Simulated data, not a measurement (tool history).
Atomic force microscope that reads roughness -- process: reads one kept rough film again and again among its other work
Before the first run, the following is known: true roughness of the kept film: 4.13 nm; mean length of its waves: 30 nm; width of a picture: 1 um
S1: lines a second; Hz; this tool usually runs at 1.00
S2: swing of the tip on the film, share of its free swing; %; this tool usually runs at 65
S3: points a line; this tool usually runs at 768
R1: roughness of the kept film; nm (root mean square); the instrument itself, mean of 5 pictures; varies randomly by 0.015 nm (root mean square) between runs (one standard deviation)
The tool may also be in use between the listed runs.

run	hour	S1	S2	S3	R1
1	0.0	1.00	65	768	3.367
2	42.8	1.00	64	768	3.264
3	85.0	1.00	64	768	3.115
# hour 93.0: new tip fitted
4	119.2	1.00	64	768	3.444
5	149.0	1.00	64	768	3.314
6	182.8	1.00	64	768	3.205
7	227.4	1.00	65	768	3.042
# hour 237.1: new tip fitted
8	252.1	1.00	65	768	3.477
9	289.3	1.00	65	768	3.335
10	324.3	0.69	65	768	3.262
11	351.7	0.69	65	768	3.150
# hour 381.8: new tip fitted
12	382.2	0.69	65	768	3.609
13	404.0	0.69	65	768	3.502
14	424.6	0.69	65	768	3.412
15	455.3	1.00	65	546	3.249
16	486.8	1.00	65	546	3.149
17	509.8	1.00	65	546	3.073
# hour 524.1: new tip fitted
18	549.7	1.70	79	688	3.164
19	591.4	0.85	79	691	3.219
20	638.3	0.85	79	691	3.053
# hour 669.8: new tip fitted
21	669.8	1.67	79	729	3.269
22	692.8	2.78	89	768	2.671
23	723.8	1.38	89	768	2.954
24	768.8	3.79	89	968	2.255
25	795.0	1.00	65	458	3.092
# hour 812.9: new tip fitted
26	824.3	1.00	65	458	3.510
27	865.0	1.00	61	530	3.411
28	902.5	1.00	61	530	3.263
29	936.2	2.09	61	258	3.013
# hour 955.5: new tip fitted
30	958.5	2.09	89	627	2.909
31	984.4	1.93	83	492	2.996
32	1008.6	0.67	59	765	3.421
33	1046.0	0.99	59	765	3.268
34	1086.8	3.45	76	383	2.585

Difference, measured minus no-hidden-state, one row per run. Run-to-run variation is common to both terms; the gauge's own scatter need not be:
Hidden state at play: radius of the tip, nm; height scale over the true one, %; drift of the gauge itself on roughness_nm, %.
run	R1
1	-0.144
2	-0.303
3	-0.440
4	-0.095
5	-0.217
6	-0.352
7	-0.493
8	-0.035
9	-0.187
10	-0.304
11	-0.397
12	+0.026
13	-0.063
14	-0.146
15	-0.266
16	-0.370
17	-0.451
18	-0.050
19	-0.208
20	-0.386
21	+0.032
22	-0.044
23	-0.163
24	-0.241
25	-0.428
26	-0.001
27	-0.161
28	-0.298
29	-0.405
30	+0.017
31	-0.072
32	-0.182
33	-0.315
34	-0.377
